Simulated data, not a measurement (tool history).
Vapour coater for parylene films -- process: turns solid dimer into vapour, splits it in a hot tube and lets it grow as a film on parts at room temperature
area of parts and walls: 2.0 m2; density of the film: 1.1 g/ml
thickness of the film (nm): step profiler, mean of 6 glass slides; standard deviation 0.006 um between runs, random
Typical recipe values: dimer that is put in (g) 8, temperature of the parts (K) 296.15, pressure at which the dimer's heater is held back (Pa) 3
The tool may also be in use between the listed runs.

run   hour  dimer that is put in (g)  temperature of the parts (K)  pressure at which the dimer's heater is held back (Pa)  thickness of the film (nm)
  1      0                         8                        296.15                                                       3                        2016
  2    9.2                         8                        292.15                                                       3                        2334
  3   26.2                         8                        296.15                                                       3                        2015
  4   37.1                         8                        296.15                                                       3                        2012
  5   47.2                         8                        306.15                                                       3                        1387
  6   59.5                         8                        306.15                                                       3                        1383
  7   75.1                         8                        296.15                                                    8.63                        1758
  8     91                         8                        302.15                                                       3                        1617
  9  106.8                         8                        302.15                                                       3                        1606
 10  121.2                         7                        296.15                                                       3                        1758
 11  128.3                         7                        296.15                                                       3                        1753
 12  138.7                         8                        289.15                                                       3                        2620
 13  154.9                         8                        296.15                                                       3                        2001
 14  172.2                         8                        296.15                                                       3                        2014
 15  183.5                         6                        288.15                                                       3                        2037
 16  191.2                         6                        296.15                                                     2.7                        1535
     198.5  -- trap's valve overhauled
 17  210.6                         6                        294.15                                                     2.7                        1664
 18  224.6                         5                        296.15                                                       3                        1258
 19    239                        13                        289.15                                                    2.19                        4432
 20  254.1                        13                        289.15                                                    2.19                        4450
 21  261.6                         5                        289.15                                                   11.35                        1378
 22  268.8                         5                        301.15                                                    7.71                         926
 23    277                         5                        301.15                                                    7.71                         924
 24  292.9                         6                        301.15                                                    2.87                        1264
 25    301                         8                        296.15                                                    10.2                        1725

5 options for the next run, each taken on its own from the tool as it stands now. Forecast them:
  A   313                         8                        296.15                                                    2.51                           ?
  B   313                         7                        296.15                                                     5.6                           ?
  C   313                         9                        300.15                                                       3                           ?
  D   313                         8                        304.15                                                    8.09                           ?
  E   313                         8                        302.15                                                    10.2                           ?

run  thickness of the film (nm)
  A                        2064
  B                        1627
  C                        1947
  D                        1315
  E                        1378
What these runs would have given with no unlogged condition in the tool:
run  thickness of the film (nm)
  A                        2062
  B                        1626
  C                        1946
  D                        1314
  E                        1377
